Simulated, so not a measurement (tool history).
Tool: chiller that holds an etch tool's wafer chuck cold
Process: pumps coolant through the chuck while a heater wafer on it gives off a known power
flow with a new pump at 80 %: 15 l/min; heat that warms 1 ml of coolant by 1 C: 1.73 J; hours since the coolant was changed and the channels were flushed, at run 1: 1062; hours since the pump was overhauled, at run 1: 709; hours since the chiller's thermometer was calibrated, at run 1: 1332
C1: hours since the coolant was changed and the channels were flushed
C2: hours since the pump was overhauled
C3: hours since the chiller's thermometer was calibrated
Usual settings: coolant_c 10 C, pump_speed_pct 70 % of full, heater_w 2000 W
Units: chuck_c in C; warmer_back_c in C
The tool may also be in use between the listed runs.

Run 1, hour 0: usual settings; C1 1062; C2 709; C3 1332. Result: chuck_c 26.3 C, warmer_back_c 5.21 C.
Run 2, hour 26.6: usual settings; C1 1089; C2 735; C3 1358. Result: chuck_c 26.5 C, warmer_back_c 5.25 C.
Run 3, hour 49.8: usual settings; C1 1112; C2 759; C3 1382. Result: chuck_c 26.4 C, warmer_back_c 5.27 C.
Run 4, hour 83.2: usual settings but heater_w 1130 W; C1 1145; C2 792; C3 1415. Result: chuck_c 19.3 C, warmer_back_c 2.96 C.
Run 5, hour 106: usual settings but heater_w 1130 W; C1 1168; C2 815; C3 1438. Result: chuck_c 19.2 C, warmer_back_c 2.94 C.
Run 6, hour 132.3: usual settings but heater_w 2714 W; C1 1195; C2 841; C3 1464. Result: chuck_c 32.3 C, warmer_back_c 7.11 C.
Run 7, hour 172.1: usual settings but coolant_c 12 C, heater_w 2714 W; C1 1234; C2 881; C3 1504. Result: chuck_c 34.1 C, warmer_back_c 7.17 C.
Run 8, hour 208.1: usual settings but coolant_c 12 C, heater_w 2714 W; C1 1270; C2 917; C3 1540. Result: chuck_c 34.4 C, warmer_back_c 7.14 C.
Run 9, hour 245.8: usual settings but coolant_c 12 C, heater_w 2714 W; C1 1308; C2 955; C3 1578. Result: chuck_c 34.3 C, warmer_back_c 7.19 C.
Run 10, hour 272.6: usual settings but coolant_c 12 C, heater_w 2714 W; C1 1335; C2 981; C3 1605. Result: chuck_c 34.3 C, warmer_back_c 7.1 C.
Run 11, hour 295.7: usual settings but heater_w 2024 W; C1 1358; C2 1004; C3 1628. Result: chuck_c 26.7 C, warmer_back_c 5.28 C.
Run 12, hour 336: usual settings but heater_w 2024 W; C1 1398; C2 1045; C3 1668. Result: chuck_c 26.5 C, warmer_back_c 5.35 C.
Run 13, hour 360.3: usual settings but heater_w 2024 W; C1 1423; C2 1069; C3 1692. Result: chuck_c 26.7 C, warmer_back_c 5.31 C.
Run 14, hour 394: usual settings but pump_speed_pct 72 % of full; C1 1456; C2 1103; C3 1726. Result: chuck_c 26 C, warmer_back_c 5.13 C.
Run 15, hour 424.4: usual settings but pump_speed_pct 72 % of full; C1 1487; C2 1133; C3 1756. Result: chuck_c 26.2 C, warmer_back_c 5.08 C.
Run 16, hour 455.5: usual settings but pump_speed_pct 72 % of full; C1 1518; C2 1164; C3 1787. Result: chuck_c 26 C, warmer_back_c 5.05 C.
Run 17, hour 492.5: usual settings but pump_speed_pct 72 % of full, heater_w 1748 W; C1 1555; C2 1201; C3 1824. Result: chuck_c 24 C, warmer_back_c 4.42 C.
Run 18, hour 534.5: usual settings but coolant_c 16 C, pump_speed_pct 85 % of full, heater_w 1430 W; C1 1597; C2 1243; C3 1866. Result: chuck_c 26.3 C, warmer_back_c 3.15 C.
Run 19, hour 561.2: usual settings but pump_speed_pct 79 % of full; C1 1623; C2 1270; C3 1893. Result: chuck_c 25.1 C, warmer_back_c 4.71 C.
Run 20, hour 586: usual settings but coolant_c 1 C, pump_speed_pct 76 % of full; C1 1648; C2 1295; C3 1918. Result: chuck_c 16.5 C, warmer_back_c 4.83 C.
Run 21, hour 608.8: usual settings but coolant_c 6 C, pump_speed_pct 73 % of full, heater_w 2830 W; C1 1671; C2 1318; C3 1941. Result: chuck_c 28.5 C, warmer_back_c 7.16 C.
Run 22, hour 642: usual settings but coolant_c 6 C, pump_speed_pct 84 % of full, heater_w 2830 W; C1 1704; C2 1351; C3 1974. Result: chuck_c 26.3 C, warmer_back_c 6.23 C.
Run 23, hour 675.3: usual settings but coolant_c 16 C, pump_speed_pct 68 % of full, heater_w 2830 W; C1 1738; C2 1384; C3 2007. Result: chuck_c 39.8 C, warmer_back_c 7.62 C.
Run 24, hour 702.1: usual settings but coolant_c 16 C, pump_speed_pct 68 % of full, heater_w 2830 W; C1 1764; C2 1411; C3 2034. Result: chuck_c 39.7 C, warmer_back_c 7.62 C.
Run 25, hour 720.6: usual settings but coolant_c 16 C, pump_speed_pct 68 % of full, heater_w 2830 W; C1 1783; C2 1429; C3 2053. Result: chuck_c 39.6 C, warmer_back_c 7.59 C.
Run 26, hour 753.8: usual settings but coolant_c 6 C, pump_speed_pct 68 % of full, heater_w 2830 W; C1 1816; C2 1463; C3 2086. Result: chuck_c 29.8 C, warmer_back_c 7.63 C.
Run 27, hour 785.3: usual settings but coolant_c 3 C, heater_w 1117 W; C1 1848; C2 1494; C3 2117. Result: chuck_c 12.2 C, warmer_back_c 2.94 C.
Run 28, hour 803.7: usual settings but coolant_c 0 C, pump_speed_pct 68 % of full; C1 1866; C2 1512; C3 2136. Result: chuck_c 16.7 C, warmer_back_c 5.43 C.
Run 29, hour 835.3: usual settings but coolant_c 13 C, pump_speed_pct 68 % of full, heater_w 1206 W; C1 1898; C2 1544; C3 2167. Result: chuck_c 23.1 C, warmer_back_c 3.28 C.
Run 30, hour 873.1: usual settings but coolant_c 13 C, pump_speed_pct 68 % of full, heater_w 1206 W; C1 1935; C2 1582; C3 2205. Result: chuck_c 23.2 C, warmer_back_c 3.21 C.
Run 31, hour 903.6: usual settings but pump_speed_pct 80 % of full, heater_w 1151 W; C1 1966; C2 1612; C3 2236. Result: chuck_c 18.6 C, warmer_back_c 2.73 C.
Run 32, hour 942.9: usual settings but coolant_c 4 C, heater_w 2654 W; C1 2005; C2 1652; C3 2275. Result: chuck_c 26 C, warmer_back_c 6.97 C.

3 ways to go on from here, each from the tool as it stands after run 32. What would each give?
Run A, hour 977.2: usual settings but coolant_c 4 C, pump_speed_pct 82 % of full, heater_w 2654 W; C1 2040; C2 1686; C3 2309. Result: chuck_c ?, warmer_back_c ?.
Run B, hour 977.2: usual settings but coolant_c 19 C, pump_speed_pct 79 % of full, heater_w 1538 W; C1 2040; C2 1686; C3 2309. Result: chuck_c ?, warmer_back_c ?.
Run C, hour 977.2: usual settings but coolant_c 19 C, pump_speed_pct 73 % of full, heater_w 1340 W; C1 2040; C2 1686; C3 2309. Result: chuck_c ?, warmer_back_c ?.

run  chuck_c  warmer_back_c
  A     23.7           5.99
  B     30.6           3.59
  C     29.8           3.37
Without the tool's hidden state the same runs would have given:
run  chuck_c  warmer_back_c
  A     23.6           5.99
  B     30.6           3.59
  C     29.8           3.37
